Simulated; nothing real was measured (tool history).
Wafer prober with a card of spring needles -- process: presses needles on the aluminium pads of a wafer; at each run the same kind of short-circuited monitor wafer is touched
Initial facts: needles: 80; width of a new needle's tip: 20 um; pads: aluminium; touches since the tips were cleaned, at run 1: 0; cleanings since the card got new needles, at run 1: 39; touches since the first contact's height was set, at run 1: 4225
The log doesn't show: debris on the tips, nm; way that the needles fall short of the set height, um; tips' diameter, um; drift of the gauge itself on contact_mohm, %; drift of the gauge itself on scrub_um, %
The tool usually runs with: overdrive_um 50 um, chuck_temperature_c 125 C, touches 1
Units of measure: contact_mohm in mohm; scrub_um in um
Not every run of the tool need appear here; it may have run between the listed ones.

run	hour	overdrive_um	chuck_temperature_c	touches	touches since the tips were cleaned	cleanings since the card got new needles	touches since the first contact's height was set	contact_mohm	scrub_um
1	0	50	125	1	0	39	4225	262	12.36
# hour 11.9: tips cleaned on abrasive film
2	19.2	50	125	1	2527	40	10805	259	12.34
# hour 22.9: tips cleaned on abrasive film
# hour 34.3: tips cleaned on abrasive film
3	41.6	48	125	1	2516	42	18471	261	11.86
# hour 46.3: tips cleaned on abrasive film
# hour 57.9: tips cleaned on abrasive film
4	60.3	48	125	1	820	44	24828	261	11.86
# hour 68.6: tips cleaned on abrasive film
5	76.2	50	125	1	2632	45	30296	261	12.36
# hour 78.8: tips cleaned on abrasive film
# hour 90: tips cleaned on abrasive film
# hour 101.8: tips cleaned on abrasive film
6	102	50	125	2	65	48	39082	259	12.39
# hour 112.3: tips cleaned on abrasive film
# hour 123.9: tips cleaned on abrasive film
7	132.6	60	125	1	2992	50	49542	256	14.91
# hour 134.1: tips cleaned on abrasive film
# hour 145.9: tips cleaned on abrasive film
# hour 157: tips cleaned on abrasive film
8	157	60	125	1	0	53	57875	257	14.85
# hour 167.6: tips cleaned on abrasive film
9	172.1	50	125	1	1559	54	63037	261	12.36
# hour 179: tips cleaned on abrasive film
10	187.9	50	125	1	3071	55	68445	261	12.37
# hour 190.5: tips cleaned on abrasive film
# hour 201.3: tips cleaned on abrasive film
# hour 209.3: height of the first contact set anew
11	210.4	50	125	1	3037	57	367	261	12.4
# hour 213: tips cleaned on abrasive film
# hour 223.9: tips cleaned on abrasive film
# hour 234.8: tips cleaned on abrasive film
12	243.2	50	125	1	2893	60	11579	263	12.42
# hour 245.8: tips cleaned on abrasive film
# hour 256.1: tips cleaned on abrasive film
# hour 266.5: tips cleaned on abrasive film
13	274.5	50	125	1	2784	63	22279	261	12.4
# hour 277.1: tips cleaned on abrasive film
# hour 289.6: tips cleaned on abrasive film
14	294.1	50	125	1	1543	65	28945	259	12.45
# hour 300.8: tips cleaned on abrasive film
# hour 310.9: tips cleaned on abrasive film
15	314.3	50	125	1	1176	67	35860	261	12.43
# hour 322.3: tips cleaned on abrasive film
# hour 334.2: tips cleaned on abrasive film
# hour 344.2: tips cleaned on abrasive film
16	345.1	34	105	1	317	70	46382	268	8.47
# hour 355.6: tips cleaned on abrasive film
# hour 367.7: tips cleaned on abrasive film
17	377.3	53	50	1	3318	72	57404	242	13.18
# hour 379.9: tips cleaned on abrasive film
# hour 390.2: tips cleaned on abrasive film
# hour 401: tips cleaned on abrasive film
18	401	37	116	2	0	75	65467	266	9.22
# hour 412.6: tips cleaned on abrasive film
19	415.6	33	27	2	1021	76	70459	241	8.25
# hour 423: tips cleaned on abrasive film
# hour 430.7: height of the first contact set anew
20	431.3	43	47	1	2753	77	209	242	10.71
# hour 435.7: tips cleaned on abrasive film
# hour 446.8: tips cleaned on abrasive film
21	452.7	50	125	1	2040	79	7523	261	12.47
# hour 457.2: tips cleaned on abrasive film
# hour 467.4: tips cleaned on abrasive film
# hour 478.9: tips cleaned on abrasive film
22	482.9	50	125	1	1363	82	17799	260	12.48
# hour 490.1: tips cleaned on abrasive film
# hour 501.5: tips cleaned on abrasive film
# hour 512: tips cleaned on abrasive film
23	514.6	50	125	1	897	85	28646	258	12.55
# hour 522.8: tips cleaned on abrasive film
# hour 533.8: tips cleaned on abrasive film
24	533.8	40	58	1	0	87	35203	247	9.98
# hour 545.1: tips cleaned on abrasive film
25	551.7	33	41	1	2256	88	41315	249	8.29
# hour 555.8: tips cleaned on abrasive film
# hour 567.3: tips cleaned on abrasive film
26	571.7	55	63	2	1514	90	48143	248	13.79
# hour 578.7: tips cleaned on abrasive film
# hour 589.8: tips cleaned on abrasive film
# hour 601.7: tips cleaned on abrasive film
27	603.4	45	28	1	591	93	58965	240	11.29
# hour 613.1: tips cleaned on abrasive film
# hour 615.6: gauge calibrated
# hour 624.6: tips cleaned on abrasive film
28	624.6	45	54	1	0	95	66231	245	11.15
# hour 634.8: tips cleaned on abrasive film
# hour 645.5: tips cleaned on abrasive film
# hour 652.3: height of the first contact set anew
# hour 656.2: tips cleaned on abrasive film
29	657	45	54	1	274	98	1598	243	11.13
# hour 667.9: tips cleaned on abrasive film
30	671.7	45	54	1	1338	99	6645	242	11.12

What if the next run were any one of these 3? Each begins from the tool's condition after run 30:
# hour 678.2: tips cleaned on abrasive film
A	686.9	34	54	1	2993	100	11849	?	?
# hour 678.2: tips cleaned on abrasive film
B	686.9	50	125	1	2993	100	11849	?	?
# hour 678.2: tips cleaned on abrasive film
C	686.9	48	125	1	2993	100	11849	?	?

run	contact_mohm	scrub_um
A	249	8.39
B	260	12.4
C	263	11.82
Had the tool no hidden state, the same runs would have come out as:
run	contact_mohm	scrub_um
A	248	8.37
B	260	12.37
C	263	11.8

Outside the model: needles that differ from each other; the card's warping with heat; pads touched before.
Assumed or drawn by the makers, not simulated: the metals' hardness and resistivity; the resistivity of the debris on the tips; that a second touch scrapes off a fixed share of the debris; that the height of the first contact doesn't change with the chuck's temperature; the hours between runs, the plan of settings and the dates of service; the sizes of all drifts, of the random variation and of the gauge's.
